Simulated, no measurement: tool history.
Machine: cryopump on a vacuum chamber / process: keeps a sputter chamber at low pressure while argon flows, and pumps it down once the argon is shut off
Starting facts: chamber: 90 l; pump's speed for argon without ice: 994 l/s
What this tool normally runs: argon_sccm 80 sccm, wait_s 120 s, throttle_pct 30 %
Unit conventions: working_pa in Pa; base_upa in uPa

run   hour  argon_sccm  wait_s  throttle_pct  working_pa  base_upa
  1    0.0          80     120            30      0.4701      1.28
  2   15.3          80     120            30      0.4708      1.32
  3   27.8          80     120            33      0.4302      1.32
  4   36.1          80     120            30      0.4751      1.35
  5   45.6          80     120            30      0.4705      1.34
  6   57.4          88     120            30      0.5234      1.37
  7   67.8          80     144            30      0.4766      1.26
  8   87.8          80     144            30      0.4765      1.29
  9  100.8          80     120            30      0.4811      1.41
 10  114.3          80     120            30      0.4791      1.46
 11  132.1          80     120            33      0.4419      1.45
 12  144.4          80     120            33      0.4457      1.45
 13  161.3          80     120            33      0.4457      1.48
 14  172.1          59     120            30      0.3591      1.49
     184.7  -- leaking fittings of the chamber tightened, without venting
 15  189.7          59     120            30      0.3622      0.80
 16  200.9          80     120            30      0.4955      0.84
 17  213.1          80     120            30      0.4946      0.84
 18  228.6          80     120            30      0.4992      0.84
 19  242.3          84     120            38      0.4239      0.90
 20  251.4          84     120            38      0.4265      0.88
 21  262.7          41      45            55      0.1529      1.57
     270.7  -- pump warmed up, emptied and cooled again
 22  283.0          80      41            30      0.4532      1.53
 23  298.4          69      77            24      0.4932      0.96
 24  310.5          93     203            59      0.2723      0.57
 25  325.0          44      59            59      0.1290      1.21
 26  341.1          64      64            41      0.2730      1.15
 27  355.3         154     104            47      0.5761      0.86
 28  367.5          42     104            47      0.1562      0.83
 29  384.1          93     293            21      0.7706      0.58
 30  392.9          71     120            30      0.4084      0.80
 31  405.1          71      38            22      0.5583      1.70
 32  416.1          71      38            22      0.5631      1.65
 33  427.3          59      29            49      0.2153      2.01
 34  438.0         157      93            23      1.1879      0.95
 35  456.4         157      93            23      1.1975      0.96

Alternative continuations, all from the tool just after run 35; predict every row:
  A  470.0          93     120            40           ?         ?
  B  470.0          91      93            19           ?         ?
  C  470.0          80     166            38           ?         ?

run  working_pa  base_upa
  A      0.4183      0.80
  B      0.8341      0.94
  C      0.3801      0.72
Take away the tool's hidden state, keep each run's random variation, and the runs would have read:
run  working_pa  base_upa
  A      0.3946      0.69
  B      0.8110      0.83
  C      0.3597      0.61

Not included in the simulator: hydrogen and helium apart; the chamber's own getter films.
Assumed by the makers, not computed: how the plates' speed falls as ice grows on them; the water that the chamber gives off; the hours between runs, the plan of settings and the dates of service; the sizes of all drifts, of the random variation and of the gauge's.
